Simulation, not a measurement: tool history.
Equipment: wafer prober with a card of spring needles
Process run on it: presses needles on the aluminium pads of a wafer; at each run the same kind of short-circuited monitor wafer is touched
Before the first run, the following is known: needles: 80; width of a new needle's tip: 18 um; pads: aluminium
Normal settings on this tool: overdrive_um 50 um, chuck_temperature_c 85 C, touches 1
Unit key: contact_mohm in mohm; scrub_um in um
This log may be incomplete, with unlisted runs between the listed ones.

| run | hour | overdrive_um | chuck_temperature_c | touches | contact_mohm | scrub_um |
|---|---|---|---|---|---|---|
| 1 | 0.0 | 50 | 85 | 1 | 143 | 12.81 |
|  | 4.4 | tips cleaned on abrasive film |
|  | 8.9 | tips cleaned on abrasive film |
| 2 | 10.2 | 50 | 85 | 1 | 175 | 12.56 |
|  | 13.3 | tips cleaned on abrasive film |
|  | 18.2 | tips cleaned on abrasive film |
| 3 | 18.3 | 50 | 85 | 1 | 145 | 12.80 |
|  | 22.8 | tips cleaned on abrasive film |
| 4 | 25.7 | 50 | 85 | 1 | 214 | 12.92 |
|  | 27.6 | tips cleaned on abrasive film |
|  | 32.2 | tips cleaned on abrasive film |
| 5 | 32.6 | 50 | 85 | 1 | 154 | 12.44 |
|  | 36.9 | tips cleaned on abrasive film |
|  | 41.1 | tips cleaned on abrasive film |
| 6 | 41.5 | 50 | 85 | 1 | 151 | 12.38 |
|  | 45.8 | tips cleaned on abrasive film |
|  | 50.3 | tips cleaned on abrasive film |
| 7 | 53.0 | 50 | 85 | 1 | 202 | 12.47 |
|  | 54.8 | tips cleaned on abrasive film |
|  | 59.0 | tips cleaned on abrasive film |
| 8 | 59.9 | 50 | 85 | 1 | 169 | 12.65 |
|  | 63.4 | tips cleaned on abrasive film |
|  | 67.9 | tips cleaned on abrasive film |
| 9 | 71.3 | 50 | 85 | 1 | 224 | 12.31 |
|  | 72.2 | tips cleaned on abrasive film |
|  | 77.0 | tips cleaned on abrasive film |
| 10 | 80.3 | 70 | 85 | 1 | 182 | 17.89 |
|  | 81.1 | tips cleaned on abrasive film |
|  | 85.9 | tips cleaned on abrasive film |
|  | 90.5 | tips cleaned on abrasive film |
| 11 | 90.5 | 35 | 85 | 1 | 161 | 8.27 |
|  | 95.3 | tips cleaned on abrasive film |
|  | 100.3 | tips cleaned on abrasive film |
| 12 | 100.9 | 50 | 85 | 1 | 160 | 12.30 |
|  | 104.9 | tips cleaned on abrasive film |
|  | 109.3 | tips cleaned on abrasive film |
| 13 | 113.3 | 50 | 85 | 1 | 233 | 12.33 |
|  | 114.0 | tips cleaned on abrasive film |
|  | 118.6 | tips cleaned on abrasive film |
| 14 | 119.7 | 50 | 85 | 1 | 169 | 12.03 |
|  | 123.3 | tips cleaned on abrasive film |
|  | 127.5 | tips cleaned on abrasive film |
| 15 | 127.5 | 50 | 85 | 1 | 147 | 12.13 |
|  | 132.2 | tips cleaned on abrasive film |
|  | 136.7 | tips cleaned on abrasive film |
| 16 | 136.7 | 50 | 29 | 2 | 132 | 12.33 |
|  | 141.3 | tips cleaned on abrasive film |
| 17 | 142.8 | 50 | 29 | 2 | 163 | 12.10 |
|  | 145.8 | tips cleaned on abrasive film |
| 18 | 149.3 | 61 | 59 | 2 | 170 | 14.87 |
|  | 150.1 | tips cleaned on abrasive film |
|  | 154.9 | tips cleaned on abrasive film |
| 19 | 155.9 | 46 | 92 | 2 | 163 | 11.05 |
|  | 159.2 | tips cleaned on abrasive film |
|  | 163.5 | tips cleaned on abrasive film |
| 20 | 166.1 | 46 | 92 | 2 | 201 | 11.08 |
|  | 167.6 | tips cleaned on abrasive film |
| 21 | 171.5 | 46 | 92 | 2 | 220 | 10.71 |
|  | 172.2 | tips cleaned on abrasive film |
|  | 177.2 | tips cleaned on abrasive film |
| 22 | 179.0 | 59 | 107 | 2 | 160 | 14.55 |
|  | 181.3 | tips cleaned on abrasive film |
|  | 186.0 | tips cleaned on abrasive film |
| 23 | 189.9 | 55 | 101 | 2 | 194 | 13.14 |
|  | 190.8 | tips cleaned on abrasive film |
|  | 195.0 | tips cleaned on abrasive film |
| 24 | 195.1 | 55 | 101 | 2 | 142 | 13.14 |
|  | 199.2 | tips cleaned on abrasive film |
| 25 | 202.2 | 44 | 101 | 2 | 212 | 10.37 |
|  | 203.8 | tips cleaned on abrasive film |
|  | 208.0 | tips cleaned on abrasive film |
| 26 | 208.0 | 40 | 85 | 2 | 152 | 8.94 |
|  | 213.0 | tips cleaned on abrasive film |
|  | 217.3 | tips cleaned on abrasive film |
| 27 | 217.3 | 40 | 85 | 2 | 152 | 9.00 |
|  | 221.7 | tips cleaned on abrasive film |
|  | 226.4 | tips cleaned on abrasive film |
| 28 | 228.4 | 59 | 85 | 1 | 184 | 14.12 |
|  | 231.3 | tips cleaned on abrasive film |
|  | 235.7 | tips cleaned on abrasive film |
|  | 239.9 | tips cleaned on abrasive film |
| 29 | 241.0 | 47 | 92 | 1 | 191 | 10.60 |

4 options for the next run, each taken on its own from the tool as it stands now. Forecast them:
|  | 244.3 | tips cleaned on abrasive film |
|  | 248.6 | tips cleaned on abrasive film |
|  | 252.9 | tips cleaned on abrasive film |
| A | 252.9 | 50 | 76 | 2 | ? | ? |
|  | 244.3 | tips cleaned on abrasive film |
|  | 248.6 | tips cleaned on abrasive film |
|  | 252.9 | tips cleaned on abrasive film |
| B | 252.9 | 50 | 85 | 1 | ? | ? |
|  | 244.3 | tips cleaned on abrasive film |
|  | 248.6 | tips cleaned on abrasive film |
|  | 252.9 | tips cleaned on abrasive film |
| C | 252.9 | 51 | 85 | 1 | ? | ? |
|  | 244.3 | tips cleaned on abrasive film |
|  | 248.6 | tips cleaned on abrasive film |
|  | 252.9 | tips cleaned on abrasive film |
| D | 252.9 | 40 | 85 | 1 | ? | ? |

| run | contact_mohm | scrub_um |
|---|---|---|
| A | 139 | 11.73 |
| B | 143 | 11.49 |
| C | 143 | 11.48 |
| D | 152 | 8.74 |
Without the tool's unlogged condition, the same runs would have read:
| run | contact_mohm | scrub_um |
|---|---|---|
| A | 131 | 13.53 |
| B | 132 | 13.26 |
| C | 133 | 13.23 |
| D | 136 | 10.51 |
